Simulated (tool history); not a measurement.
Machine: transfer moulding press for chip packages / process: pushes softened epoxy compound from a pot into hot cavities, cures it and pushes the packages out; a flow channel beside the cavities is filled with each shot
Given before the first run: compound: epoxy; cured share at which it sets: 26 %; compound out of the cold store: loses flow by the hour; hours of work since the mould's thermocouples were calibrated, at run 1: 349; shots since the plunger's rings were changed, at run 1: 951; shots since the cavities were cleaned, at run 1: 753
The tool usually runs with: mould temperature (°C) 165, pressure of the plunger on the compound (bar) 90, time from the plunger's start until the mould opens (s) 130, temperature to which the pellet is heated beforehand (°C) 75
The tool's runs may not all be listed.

| run | hour | mould temperature (°C) | pressure of the plunger on the compound (bar) | time from the plunger's start until the mould opens (s) | temperature to which the pellet is heated beforehand (°C) | hours of work since the mould's thermocouples were calibrated | shots since the plunger's rings were changed | shots since the cavities were cleaned | incoming compound's hours out of the cold store | length that the compound runs in the flow channel (mm) | greatest force on the pins that push the packages out (N) |
|---|---|---|---|---|---|---|---|---|---|---|---|
| 1 | 0 | 165 | 90 | 130 | 75 | 349 | 951 | 753 | 31.8 | 514 | 531 |
|  | 6.6 | cavities cleaned with cleaning compound and waxed |
| 2 | 40.9 | 165 | 90 | 130 | 75 | 372 | 1292 | 296 | 18.5 | 544 | 431 |
| 3 | 90.1 | 165 | 90 | 126 | 75 | 401 | 1719 | 723 | 16.6 | 544 | 557 |
|  | 100.1 | cavities cleaned with cleaning compound and waxed |
| 4 | 140.5 | 165 | 90 | 126 | 75 | 430 | 2143 | 351 | 10.3 | 557 | 474 |
| 5 | 166.3 | 165 | 90 | 130 | 75 | 446 | 2366 | 574 | 30.4 | 491 | 500 |
| 6 | 191.3 | 165 | 90 | 130 | 75 | 460 | 2582 | 790 | 24.3 | 513 | 518 |
|  | 196.8 | cavities cleaned with cleaning compound and waxed |
| 7 | 235.5 | 165 | 90 | 130 | 75 | 486 | 2953 | 336 | 15.2 | 529 | 443 |
| 8 | 263.1 | 165 | 90 | 130 | 75 | 502 | 3192 | 575 | 12.8 | 549 | 508 |
|  | 290.7 | cavities cleaned with cleaning compound and waxed |
| 9 | 292.6 | 165 | 90 | 130 | 75 | 518 | 3434 | 16 | 8.7 | 539 | 337 |
|  | 316.2 | mould's thermocouples calibrated |
| 10 | 340 | 165 | 90 | 130 | 75 | 14 | 3827 | 409 | 26.1 | 497 | 464 |
|  | 386.5 | cavities cleaned with cleaning compound and waxed |
| 11 | 386.5 | 165 | 90 | 130 | 75 | 41 | 4217 | 0 | 42.9 | 464 | 327 |
| 12 | 415.5 | 165 | 90 | 130 | 75 | 58 | 4469 | 252 | 9.7 | 543 | 434 |
|  | 458.2 | plunger's sealing rings changed |
| 13 | 466.9 | 165 | 90 | 113 | 75 | 87 | 75 | 675 | 32.8 | 524 | 570 |
|  | 482.9 | cavities cleaned with cleaning compound and waxed |
| 14 | 495.2 | 171 | 90 | 115 | 68 | 103 | 307 | 106 | 44.8 | 487 | 375 |
| 15 | 518.2 | 165 | 80.3 | 141 | 84 | 116 | 507 | 306 | 42.4 | 471 | 411 |

Estimate the outcome of run 16 from the log above:
| 16 | 573.7 | 166 | 94.7 | 120 | 82 | 149 | 987 | 786 | 37.3 | ? | ? |

Run 16 yielded length that the compound runs in the flow channel (mm) 519, greatest force on the pins that push the packages out (N) 576.
Had the tool carried no hidden state, the very same run would have given length that the compound runs in the flow channel (mm) 529, greatest force on the pins that push the packages out (N) 360.
